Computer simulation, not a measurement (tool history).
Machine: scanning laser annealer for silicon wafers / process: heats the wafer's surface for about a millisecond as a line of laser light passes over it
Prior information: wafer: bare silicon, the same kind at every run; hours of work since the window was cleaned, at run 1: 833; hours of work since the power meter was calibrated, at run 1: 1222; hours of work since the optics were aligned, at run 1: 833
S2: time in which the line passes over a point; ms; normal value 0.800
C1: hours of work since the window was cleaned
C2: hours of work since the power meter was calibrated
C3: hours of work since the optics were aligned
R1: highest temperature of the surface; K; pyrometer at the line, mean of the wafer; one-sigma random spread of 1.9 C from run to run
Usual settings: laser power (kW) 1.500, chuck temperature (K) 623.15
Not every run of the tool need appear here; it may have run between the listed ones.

Run 1, hour 0.0: usual settings; C1 833; C2 1222; C3 833. Result: R1 1334.15 K.
At hour 12.3: optics aligned, line set to its width.
Run 2, hour 42.9: usual settings; C1 856; C2 1245; C3 19. Result: R1 1353.15 K.
At hour 52.1: window over the wafer cleaned.
Run 3, hour 104.1: usual settings but laser power (kW) 1.519; C1 32; C2 1282; C3 56. Result: R1 1347.15 K.
Run 4, hour 187.4: usual settings but chuck temperature (K) 622.15; C1 84; C2 1334; C3 107. Result: R1 1333.15 K.
Run 5, hour 270.5: usual settings; C1 136; C2 1385; C3 159. Result: R1 1327.15 K.
Run 6, hour 318.4: usual settings; C1 165; C2 1415; C3 189. Result: R1 1328.15 K.
Run 7, hour 396.4: usual settings; C1 214; C2 1463; C3 237. Result: R1 1324.15 K.
Run 8, hour 467.5: usual settings; C1 258; C2 1508; C3 281. Result: R1 1316.15 K.
Run 9, hour 504.1: usual settings but chuck temperature (K) 593.15; C1 281; C2 1530; C3 304. Result: R1 1286.15 K.
Run 10, hour 542.4: usual settings but chuck temperature (K) 652.15; C1 304; C2 1554; C3 328. Result: R1 1343.15 K.
At hour 556.6: window over the wafer cleaned, once more.
Run 11, hour 608.7: usual settings but chuck temperature (K) 652.15; C1 32; C2 1594; C3 368. Result: R1 1423.15 K.
Run 12, hour 663.3: usual settings but laser power (kW) 1.556; C1 66; C2 1628; C3 402. Result: R1 1425.15 K.
Run 13, hour 721.5: usual settings but laser power (kW) 1.645, S2 0.809 ms, chuck temperature (K) 647.15; C1 102; C2 1664; C3 438. Result: R1 1505.15 K.
Run 14, hour 800.1: usual settings but laser power (kW) 1.648, S2 0.581 ms, chuck temperature (K) 631.15; C1 151; C2 1713; C3 487. Result: R1 1363.15 K.
Run 15, hour 842.8: usual settings but laser power (kW) 1.614, S2 0.795 ms, chuck temperature (K) 596.15; C1 178; C2 1739; C3 513. Result: R1 1422.15 K.
Run 16, hour 888.9: usual settings but laser power (kW) 1.472, S2 0.568 ms, chuck temperature (K) 605.15; C1 206; C2 1768; C3 542. Result: R1 1232.15 K.
Run 17, hour 950.4: usual settings but laser power (kW) 1.317, S2 0.649 ms, chuck temperature (K) 635.15; C1 245; C2 1806; C3 580. Result: R1 1216.15 K.
Run 18, hour 1029.1: usual settings but laser power (kW) 1.317, S2 0.649 ms, chuck temperature (K) 635.15; C1 293; C2 1855; C3 629. Result: R1 1213.15 K.
Run 19, hour 1116.3: usual settings but laser power (kW) 1.317, S2 0.587 ms, chuck temperature (K) 635.15; C1 348; C2 1909; C3 683. Result: R1 1184.15 K.
Run 20, hour 1193.7: usual settings but laser power (kW) 1.416, S2 0.765 ms, chuck temperature (K) 591.15; C1 396; C2 1957; C3 731. Result: R1 1271.15 K.
Run 21, hour 1248.0: usual settings but laser power (kW) 1.416, S2 0.992 ms, chuck temperature (K) 611.15; C1 429; C2 1991; C3 765. Result: R1 1371.15 K.

Estimate the outcome of run 22 from the log above:
Run 22, hour 1328.6: usual settings but laser power (kW) 1.416, S2 0.992 ms, chuck temperature (K) 611.15; C1 479; C2 2041; C3 815. Result: R1 ?.

Run 22 produced R1 1371.15 K.
Had the tool carried no hidden state, the very same run would have given R1 1430.15 K.
